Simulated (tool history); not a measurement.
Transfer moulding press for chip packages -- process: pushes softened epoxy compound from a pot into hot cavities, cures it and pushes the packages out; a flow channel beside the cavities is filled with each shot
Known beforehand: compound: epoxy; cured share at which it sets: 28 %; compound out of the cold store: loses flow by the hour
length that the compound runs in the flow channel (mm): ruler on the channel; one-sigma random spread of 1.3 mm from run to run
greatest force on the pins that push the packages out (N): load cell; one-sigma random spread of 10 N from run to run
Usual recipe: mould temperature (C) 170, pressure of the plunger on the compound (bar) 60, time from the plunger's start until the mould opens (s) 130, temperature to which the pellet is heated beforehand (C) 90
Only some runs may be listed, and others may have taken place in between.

run    hour  mould temperature (C)  pressure of the plunger on the compound (bar)  time from the plunger's start until the mould opens (s)  temperature to which the pellet is heated beforehand (C)  incoming compound's hours out of the cold store  length that the compound runs in the flow channel (mm)  greatest force on the pins that push the packages out (N)
  1       0                    170                                             60                                                      130                                                        90                                             40.3                                                     639                                                        507
       49.4  -- cavities cleaned with cleaning compound and waxed
  2    55.4                    170                                             60                                                      115                                                        90                                             40.2                                                     636                                                        520
      110.5  -- cavities cleaned with cleaning compound and waxed
  3   157.9                    170                                             60                                                      115                                                        90                                             15.9                                                     745                                                        714
      172.4  -- cavities cleaned with cleaning compound and waxed
        234  -- cavities cleaned with cleaning compound and waxed
  4   251.2                    170                                             60                                                      115                                                        90                                             32.5                                                     661                                                        564
      292.4  -- mould's thermocouples calibrated
      293.9  -- cavities cleaned with cleaning compound and waxed
  5   323.8                    170                                             60                                                      115                                                        90                                             41.8                                                     619                                                        654
      356.3  -- cavities cleaned with cleaning compound and waxed
      417.3  -- cavities cleaned with cleaning compound and waxed
  6   417.3                    170                                             60                                                      115                                                        90                                             20.4                                                     714                                                        540
      465.6  -- plunger's sealing rings changed
      479.4  -- cavities cleaned with cleaning compound and waxed
  7   515.3                    170                                             60                                                      115                                                        90                                             43.9                                                     622                                                        655
      539.7  -- cavities cleaned with cleaning compound and waxed
      598.1  -- cavities cleaned with cleaning compound and waxed
  8   606.8                    170                                             60                                                      115                                                        99                                             18.4                                                     735                                                        589
      659.1  -- cavities cleaned with cleaning compound and waxed
  9     662                    170                                             60                                                      144                                                        90                                             12.1                                                     766                                                        466
      720.1  -- cavities cleaned with cleaning compound and waxed
 10   744.4                    170                                             60                                                      144                                                        80                                             20.2                                                     720                                                        540
      778.9  -- cavities cleaned with cleaning compound and waxed
      838.7  -- cavities cleaned with cleaning compound and waxed
 11   838.7                    170                                             60                                                      144                                                        80                                             25.5                                                     691                                                        429
        901  -- cavities cleaned with cleaning compound and waxed
      931.1  -- plunger's sealing rings changed
 12   936.5                    174                                             60                                                      130                                                        90                                             35.9                                                     653                                                        526
      963.7  -- cavities cleaned with cleaning compound and waxed
     1023.8  -- cavities cleaned with cleaning compound and waxed
 13  1023.8                    170                                           71.7                                                      130                                                        90                                             34.2                                                     725                                                        472
     1085.8  -- cavities cleaned with cleaning compound and waxed
 14  1104.2                    170                                           71.7                                                      130                                                        90                                             31.8                                                     730                                                        538
       1148  -- cavities cleaned with cleaning compound and waxed
 15  1203.5                    170                                           71.7                                                      130                                                        90                                             21.2                                                     779                                                        652
     1209.6  -- cavities cleaned with cleaning compound and waxed
     1271.2  -- cavities cleaned with cleaning compound and waxed
 16  1271.2                    170                                           71.7                                                      130                                                        99                                             14.1                                                     812                                                        455
     1330.3  -- cavities cleaned with cleaning compound and waxed
 17  1340.6                    170                                           47.2                                                      130                                                        99                                             36.3                                                     562                                                        509
     1364.8  -- mould's thermocouples calibrated
     1392.4  -- cavities cleaned with cleaning compound and waxed
     1399.4  -- plunger's sealing rings changed
 18  1435.8                    170                                           46.6                                                      166                                                        92                                             34.2                                                     585                                                        560
     1454.8  -- cavities cleaned with cleaning compound and waxed
 19    1509                    172                                           67.2                                                      166                                                        87                                             43.5                                                     654                                                        585
     1518.8  -- cavities cleaned with cleaning compound and waxed
     1579.1  -- cavities cleaned with cleaning compound and waxed
 20  1608.5                    176                                             60                                                      117                                                        95                                             37.5                                                     630                                                        561
     1638.8  -- cavities cleaned with cleaning compound and waxed
 21  1674.5                    176                                             60                                                      117                                                        95                                             25.5                                                     681                                                        552
     1702.2  -- cavities cleaned with cleaning compound and waxed
 22    1747                    176                                             60                                                      117                                                        95                                             23.8                                                     685                                                        597
     1762.2  -- cavities cleaned with cleaning compound and waxed
 23  1811.6                    177                                             60                                                      140                                                        81                                             34.3                                                     633                                                        580

Run 24 has not been measured yet. What should we expect?
     1826.8  -- cavities cleaned with cleaning compound and waxed
     1863.2  -- plunger's sealing rings changed
     1890.6  -- cavities cleaned with cleaning compound and waxed
 24  1901.6                    175                                           63.2                                                      165                                                        91                                             47.2                                                       ?                                                          ?

{"run 24": {"length that the compound runs in the flow channel (mm)": 617, "greatest force on the pins that push the packages out (N)": 483}}
With no hidden state in the tool, this same run would have given length that the compound runs in the flow channel (mm) 621, greatest force on the pins that push the packages out (N) 429.
